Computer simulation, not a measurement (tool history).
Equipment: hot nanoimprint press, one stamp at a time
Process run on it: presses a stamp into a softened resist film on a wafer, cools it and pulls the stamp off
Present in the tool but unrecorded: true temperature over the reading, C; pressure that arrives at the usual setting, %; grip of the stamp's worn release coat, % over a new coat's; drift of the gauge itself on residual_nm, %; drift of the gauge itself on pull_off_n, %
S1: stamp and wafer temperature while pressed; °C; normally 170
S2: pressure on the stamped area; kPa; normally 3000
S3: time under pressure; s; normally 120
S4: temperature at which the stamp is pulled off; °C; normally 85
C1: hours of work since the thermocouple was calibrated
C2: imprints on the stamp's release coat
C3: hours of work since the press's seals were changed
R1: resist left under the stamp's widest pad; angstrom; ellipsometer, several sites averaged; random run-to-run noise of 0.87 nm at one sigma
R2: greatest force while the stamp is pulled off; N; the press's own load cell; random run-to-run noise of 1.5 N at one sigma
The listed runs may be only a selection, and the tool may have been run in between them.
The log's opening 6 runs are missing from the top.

run,day,S1,S2,S3,S4,C1,C2,C3,R1,R2
7,3.862,170,3000,120,90,216,549,686,1946,128
8,4.325,170,3000,120,85,224,587,694,1947,147
9,4.783,170,3000,120,85,232,624,702,1942,143
10,5.171,170,3000,120,85,239,655,708,1952,143
11,5.746,170,3000,120,85,249,701,718,1944,144
12,6.121,170,3000,120,85,256,732,725,1941,142
13,6.921,170,3000,120,85,269,797,739,1935,142
14,7.371,170,3000,120,76,277,833,747,1941,165
15,8.05,170,3000,120,76,289,888,758,1947,167
16,8.812,170,3000,120,85,302,950,772,1963,142
17,9.175,170,3000,120,85,309,979,778,1955,143
18,9.846,176,3000,145,85,320,1033,789,1477,145
19,10.608,176,3280,64,78,333,1095,803,1857,161
20,11.083,176,3280,64,78,342,1133,811,1883,160
21,11.571,170,4260,120,78,350,1173,819,1598,161
22,12.304,170,4260,120,78,363,1232,832,1598,161
23,13.183,170,4260,120,78,378,1303,847,1591,162
24,14.071,170,3590,120,78,394,1375,863,1768,163
25,14.675,170,3590,120,78,404,1424,873,1742,159
26,15.35,169,3020,120,88,416,1478,885,2024,135
27,16.067,170,2300,120,77,428,1537,897,2257,163
28,16.925,170,2300,120,77,443,1606,912,2256,164
29,17.588,180,3000,120,74,455,1660,924,1393,171

Predict the results of run 30:
30,18.4,170,2420,120,85,469,1725,938,?,?

{"run 30": {"R1": 2180, "R2": 145}}
Had the tool carried no hidden state, the very same run would have given R1 2172 angstrom, R2 144 N.
